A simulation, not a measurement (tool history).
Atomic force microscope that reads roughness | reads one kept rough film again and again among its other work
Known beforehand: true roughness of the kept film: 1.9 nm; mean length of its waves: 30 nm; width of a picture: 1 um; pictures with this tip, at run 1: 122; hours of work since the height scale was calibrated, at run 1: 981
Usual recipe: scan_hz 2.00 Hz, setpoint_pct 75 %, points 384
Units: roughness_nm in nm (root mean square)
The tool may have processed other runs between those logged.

run	hour	scan_hz	setpoint_pct	points	pictures with this tip	hours of work since the height scale was calibrated	roughness_nm
1	0.0	2.00	75	384	122	981	1.277
# hour 8.4: new tip fitted
2	49.3	2.00	75	384	46	1001	1.385
3	87.9	2.00	75	384	89	1017	1.322
# hour 125.0: new tip fitted
4	161.9	2.00	75	384	41	1046	1.400
5	216.9	2.00	75	276	104	1069	1.284
# hour 242.7: new tip fitted
6	280.1	2.00	75	384	42	1094	1.376
7	350.8	2.00	75	384	122	1123	1.229
# hour 359.6: new tip fitted
8	424.0	2.00	75	333	72	1153	1.320
9	462.6	2.00	79	333	116	1168	1.203
# hour 480.1: new tip fitted
10	547.7	2.00	75	384	76	1203	1.333
# hour 596.6: new tip fitted
11	603.5	2.00	75	384	8	1225	1.451
12	648.9	2.00	75	384	59	1244	1.341
13	685.8	2.00	75	384	101	1259	1.273
# hour 715.3: new tip fitted
14	767.4	2.00	75	384	59	1292	1.340
15	823.3	2.00	75	384	122	1314	1.238
# hour 829.6: height scale calibrated on a step standard
# hour 835.6: new tip fitted
16	900.7	2.00	75	384	74	29	1.305
# hour 952.7: new tip fitted
17	982.8	1.21	75	384	34	62	1.468
18	1059.1	1.17	75	260	120	93	1.309
# hour 1070.6: new tip fitted
19	1117.5	2.00	75	333	53	116	1.332
20	1180.8	2.00	75	370	124	142	1.236
# hour 1192.6: new tip fitted
21	1217.7	1.43	76	409	28	157	1.449
# hour 1238.2: height scale calibrated on a step standard, once more
22	1253.0	2.69	75	453	67	6	1.311
23	1289.9	2.00	69	384	108	21	1.338
# hour 1310.3: new tip fitted
24	1341.2	0.76	80	384	35	42	1.537
25	1416.7	0.76	80	384	120	72	1.387
# hour 1427.9: new tip fitted
26	1482.9	1.46	80	384	62	99	1.379
27	1517.1	1.46	64	393	101	113	1.431
# hour 1547.8: new tip fitted
28	1566.7	1.46	64	393	21	133	1.597
29	1624.6	0.84	73	575	87	156	1.486
# hour 1668.6: new tip fitted
30	1682.7	0.84	73	575	16	180	1.619
31	1737.5	0.84	73	575	77	202	1.474
# hour 1786.5: new tip fitted
32	1818.0	0.57	80	440	36	235	1.561
33	1888.0	0.59	62	393	115	263	1.460

Predict each of these 4 candidate next runs independently; none follows another, all start after run 33:
# hour 1905.7: new tip fitted
A	1926.5	1.68	58	360	24	279	?
# hour 1905.7: new tip fitted
B	1926.5	0.59	88	384	24	279	?
# hour 1905.7: new tip fitted
C	1926.5	2.00	75	636	24	279	?
# hour 1905.7: new tip fitted
D	1926.5	2.00	75	944	24	279	?

run	roughness_nm
A	1.586
B	1.547
C	1.444
D	1.449
With the hidden condition removed and each run's random variation left untouched, the same runs would have given:
run	roughness_nm
A	1.642
B	1.601
C	1.494
D	1.499
